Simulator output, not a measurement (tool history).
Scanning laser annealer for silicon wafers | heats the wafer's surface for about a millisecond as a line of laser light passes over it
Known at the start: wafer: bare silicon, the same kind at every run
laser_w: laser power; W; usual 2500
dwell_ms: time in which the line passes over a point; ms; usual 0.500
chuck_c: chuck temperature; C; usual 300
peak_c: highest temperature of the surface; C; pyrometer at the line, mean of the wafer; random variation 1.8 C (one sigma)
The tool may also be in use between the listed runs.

Run 1, day 0.000: usual settings. Result: peak_c 1056 C.
Run 2, day 0.333: usual settings. Result: peak_c 1055 C.
Run 3, day 0.900: usual settings. Result: peak_c 1053 C.
Run 4, day 1.267: usual settings. Result: peak_c 1055 C.
Run 5, day 1.904: usual settings but dwell_ms 0.427 ms. Result: peak_c 993 C.
Run 6, day 2.338: usual settings. Result: peak_c 1053 C.
Run 7, day 2.633: usual settings. Result: peak_c 1053 C.
Run 8, day 3.192: usual settings. Result: peak_c 1052 C.
Run 9, day 3.471: usual settings but laser_w 2303 W. Result: peak_c 984 C.
Run 10, day 3.942: usual settings but laser_w 2303 W. Result: peak_c 983 C.
Run 11, day 4.317: usual settings but laser_w 2303 W, dwell_ms 0.391 ms. Result: peak_c 892 C.
Run 12, day 4.733: usual settings. Result: peak_c 1055 C.
Run 13, day 5.208: usual settings. Result: peak_c 1051 C.
Run 14, day 5.700: usual settings. Result: peak_c 1050 C.
Run 15, day 6.238: usual settings. Result: peak_c 1054 C.
Run 16, day 6.800: usual settings but laser_w 2665 W. Result: peak_c 1110 C.
Run 17, day 7.192: usual settings but laser_w 2665 W, dwell_ms 0.594 ms. Result: peak_c 1191 C.
Run 18, day 7.825: usual settings but laser_w 2665 W, dwell_ms 0.594 ms. Result: peak_c 1189 C.
Run 19, day 8.508: usual settings but laser_w 2665 W, dwell_ms 0.594 ms. Result: peak_c 1193 C.
Run 20, day 8.917: usual settings but laser_w 2665 W, dwell_ms 0.594 ms. Result: peak_c 1185 C.
Run 21, day 9.379: usual settings but chuck_c 328 C. Result: peak_c 1074 C.
Run 22, day 10.000: usual settings but laser_w 2719 W, dwell_ms 0.611 ms, chuck_c 328 C. Result: peak_c 1251 C.
Run 23, day 10.496: usual settings but laser_w 2719 W, dwell_ms 0.611 ms, chuck_c 328 C. Result: peak_c 1252 C.
Run 24, day 10.988: usual settings but laser_w 2689 W, dwell_ms 0.611 ms, chuck_c 281 C. Result: peak_c 1190 C.
Run 25, day 11.754: usual settings but laser_w 2160 W, dwell_ms 0.579 ms, chuck_c 278 C. Result: peak_c 959 C.
Run 26, day 12.092: usual settings but laser_w 2205 W, dwell_ms 0.449 ms, chuck_c 278 C. Result: peak_c 884 C.
Run 27, day 12.667: usual settings but laser_w 2205 W, dwell_ms 0.445 ms, chuck_c 299 C. Result: peak_c 902 C.
Run 28, day 13.058: usual settings but laser_w 2473 W, dwell_ms 0.373 ms. Result: peak_c 923 C.
Run 29, day 13.917: usual settings but laser_w 2489 W. Result: peak_c 1044 C.
Run 30, day 14.200: usual settings but laser_w 2489 W, dwell_ms 0.519 ms, chuck_c 339 C. Result: peak_c 1104 C.
Run 31, day 14.733: usual settings but laser_w 2631 W, dwell_ms 0.462 ms. Result: peak_c 1059 C.
Run 32, day 15.021: usual settings but laser_w 2631 W, dwell_ms 0.462 ms. Result: peak_c 1062 C.
Run 33, day 15.458: usual settings but laser_w 2631 W, dwell_ms 0.462 ms. Result: peak_c 1065 C.
Run 34, day 15.750: usual settings but laser_w 2631 W, dwell_ms 0.388 ms, chuck_c 291 C. Result: peak_c 978 C.
Run 35, day 16.104: usual settings but chuck_c 291 C. Result: peak_c 1041 C.
Run 36, day 16.450: usual settings but laser_w 2322 W, dwell_ms 0.395 ms, chuck_c 306 C. Result: peak_c 906 C.
Run 37, day 16.738: usual settings but dwell_ms 0.610 ms. Result: peak_c 1137 C.
Run 38, day 17.067: usual settings but dwell_ms 0.420 ms. Result: peak_c 979 C.
Run 39, day 17.517: usual settings but dwell_ms 0.480 ms. Result: peak_c 1032 C.
Run 40, day 17.846: usual settings but laser_w 2741 W, dwell_ms 0.419 ms, chuck_c 298 C. Result: peak_c 1049 C.
Run 41, day 18.271: usual settings but laser_w 2741 W, dwell_ms 0.419 ms, chuck_c 298 C. Result: peak_c 1050 C.

Taken out of this log: 2 entries between the listed runs. Where each belongs, and how the hidden state differs across it:
Between runs 24 and 25: optics aligned, line set to its width (day 11.258)
  light that passes the window, % of a clean one's: 99.12 -> 99.09; width of the line over the set one, %: 1.1 -> 1.47
  measured less the result without the state, peak_c: -18 -> -15 C
Between runs 28 and 29: optics aligned, line set to its width, once more (day 13.404)
  light that passes the window, % of a clean one's: 99.02 -> 98.98; width of the line over the set one, %: 1.56 -> 0.04
  measured less the result without the state, peak_c: -14 -> -11 C

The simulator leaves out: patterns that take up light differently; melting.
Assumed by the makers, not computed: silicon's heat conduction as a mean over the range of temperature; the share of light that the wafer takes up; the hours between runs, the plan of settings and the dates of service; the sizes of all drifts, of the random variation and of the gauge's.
